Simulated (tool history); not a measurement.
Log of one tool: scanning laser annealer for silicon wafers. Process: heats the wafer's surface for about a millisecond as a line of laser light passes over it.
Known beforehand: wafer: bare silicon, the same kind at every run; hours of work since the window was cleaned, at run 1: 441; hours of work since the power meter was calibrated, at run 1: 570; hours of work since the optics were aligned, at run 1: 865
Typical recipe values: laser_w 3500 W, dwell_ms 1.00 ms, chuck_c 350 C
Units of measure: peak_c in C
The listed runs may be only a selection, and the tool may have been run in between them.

run,hour,laser_w,dwell_ms,chuck_c,hours of work since the window was cleaned,hours of work since the power meter was calibrated,hours of work since the optics were aligned,peak_c
1,0.0,3500,1.00,350,441,570,865,1135
2,15.4,3500,1.00,350,451,579,875,1128
3,47.3,3500,1.00,350,470,599,895,1132
4,76.3,3500,1.08,350,488,617,912,1162
5,95.7,3500,1.00,350,500,629,924,1133
6,117.2,3500,1.00,350,513,642,937,1132
7,142.0,3224,1.00,350,529,657,953,1069
8,162.6,3224,1.00,350,541,670,965,1068
9,188.0,3500,1.00,350,557,685,981,1132
10,202.6,3500,0.73,350,566,694,990,1024
11,217.6,3500,1.07,350,575,703,999,1158
12,234.0,3500,0.72,350,585,714,1009,1019
13,255.3,3500,0.72,350,598,727,1022,1018
14,274.5,3500,0.72,350,610,738,1034,1022
15,292.2,3500,0.72,350,621,749,1045,1021
16,312.2,3500,0.72,350,633,762,1057,1018
17,339.0,3664,1.00,350,650,778,1074,1167
# hour 360.6: window over the wafer cleaned
18,367.1,3500,1.00,350,4,794,1090,1133
19,382.0,3500,1.00,350,13,803,1099,1136
20,413.2,3500,0.80,350,32,822,1118,1058
21,436.3,3500,0.80,350,47,837,1132,1054
22,462.5,3495,0.74,350,63,853,1149,1030
23,482.9,3495,0.74,350,75,865,1161,1024
24,502.8,3495,0.74,350,87,878,1173,1028
25,516.4,3440,0.76,363,96,886,1182,1041
26,536.3,3500,1.12,329,108,898,1194,1157
27,557.3,3500,1.12,329,121,911,1207,1159
# hour 580.4: optics aligned, line set to its width
28,588.4,3054,0.72,329,137,927,5,911
29,607.4,3244,0.79,351,149,939,17,995
30,621.1,3244,0.79,351,157,947,25,1004
31,652.3,3244,0.84,351,176,966,44,1017
32,669.1,3374,0.99,350,186,977,55,1105
33,682.3,3446,1.22,375,195,985,63,1230
34,713.6,3545,0.72,326,214,1004,82,1002
35,738.5,3500,1.02,347,229,1019,97,1144
36,753.2,3100,1.00,350,238,1028,106,1041
37,774.1,3500,0.83,342,251,1041,119,1059
38,795.6,3397,1.00,336,264,1054,132,1094
39,816.2,3397,1.00,336,277,1067,145,1097
40,838.6,3397,1.08,330,291,1081,159,1116
41,867.6,3798,0.71,381,308,1099,176,1102

How the hidden state differs across the entries between the runs, from the last listed run before each to the first after it:
Logged between run 17 and run 18: window over the wafer cleaned (hour 360.6)
  light that passes the window, % of a clean one's: 99.85 -> 100; width of the line over the set one, %: 0.1 -> 0.11
Logged between run 27 and run 28: optics aligned, line set to its width (hour 580.4)
  width of the line over the set one, %: 0.12 -> 0.01
